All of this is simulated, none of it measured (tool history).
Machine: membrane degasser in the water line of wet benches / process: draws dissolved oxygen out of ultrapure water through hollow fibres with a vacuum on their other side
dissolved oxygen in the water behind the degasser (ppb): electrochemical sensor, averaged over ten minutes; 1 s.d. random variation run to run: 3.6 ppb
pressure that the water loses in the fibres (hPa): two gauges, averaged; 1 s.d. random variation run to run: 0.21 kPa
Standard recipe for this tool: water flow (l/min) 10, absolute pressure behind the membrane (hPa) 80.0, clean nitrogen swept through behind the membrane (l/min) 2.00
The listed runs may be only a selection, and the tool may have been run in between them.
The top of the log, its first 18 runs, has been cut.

run	hour	water flow (l/min)	absolute pressure behind the membrane (hPa)	clean nitrogen swept through behind the membrane (l/min)	hours since the membrane was changed	hours since the vacuum gauge was calibrated	hours since the vacuum lines were made tight	dissolved oxygen in the water behind the degasser (ppb)	pressure that the water loses in the fibres (hPa)
19	895.0	11	52.5	2.00	2774	265	4197	426.0	565.1
20	952.6	15	52.5	1.05	2832	322	4255	799.6	767.4
21	1009.3	10	196.7	1.05	2888	379	4311	657.2	511.8
22	1060.4	10	196.7	1.05	2939	430	4362	667.3	514.5
23	1087.2	9	112.9	1.50	2966	457	4389	373.4	460.6
24	1125.9	13	59.3	1.80	3005	496	4428	601.6	669.2
25	1182.0	11	58.5	2.00	3061	552	4484	429.9	569.1
26	1223.0	11	58.5	2.00	3102	593	4525	439.2	565.1
27	1274.4	11	58.5	2.00	3153	644	4576	434.5	564.0
28	1337.5	15	149.7	5.72	3216	707	4640	770.1	768.8
29	1389.2	11	80.0	1.07	3268	759	4691	505.5	565.5
30	1443.8	7	75.5	1.17	3323	814	4746	198.9	359.5
31	1477.6	11	136.8	2.00	3357	847	4780	516.8	567.7
32	1510.3	10	84.8	3.53	3389	880	4812	360.6	514.3

Consider 3 possible next runs. They are alternatives, not a sequence: every one starts from the tool as it was left by run 32. What does each give?
A	1544.2	8	80.0	2.00	3423	914	4846	?	?
B	1544.2	10	163.6	1.08	3423	914	4846	?	?
C	1544.2	9	54.8	4.67	3423	914	4846	?	?

run	dissolved oxygen in the water behind the degasser (ppb)	pressure that the water loses in the fibres (hPa)
A	237.0	411.9
B	608.0	516.4
C	270.6	462.1
The same runs, with their run-to-run variation unchanged, on a tool lacking any hidden condition would have given:
run	dissolved oxygen in the water behind the degasser (ppb)	pressure that the water loses in the fibres (hPa)
A	220.7	403.5
B	579.4	505.9
C	252.0	452.6

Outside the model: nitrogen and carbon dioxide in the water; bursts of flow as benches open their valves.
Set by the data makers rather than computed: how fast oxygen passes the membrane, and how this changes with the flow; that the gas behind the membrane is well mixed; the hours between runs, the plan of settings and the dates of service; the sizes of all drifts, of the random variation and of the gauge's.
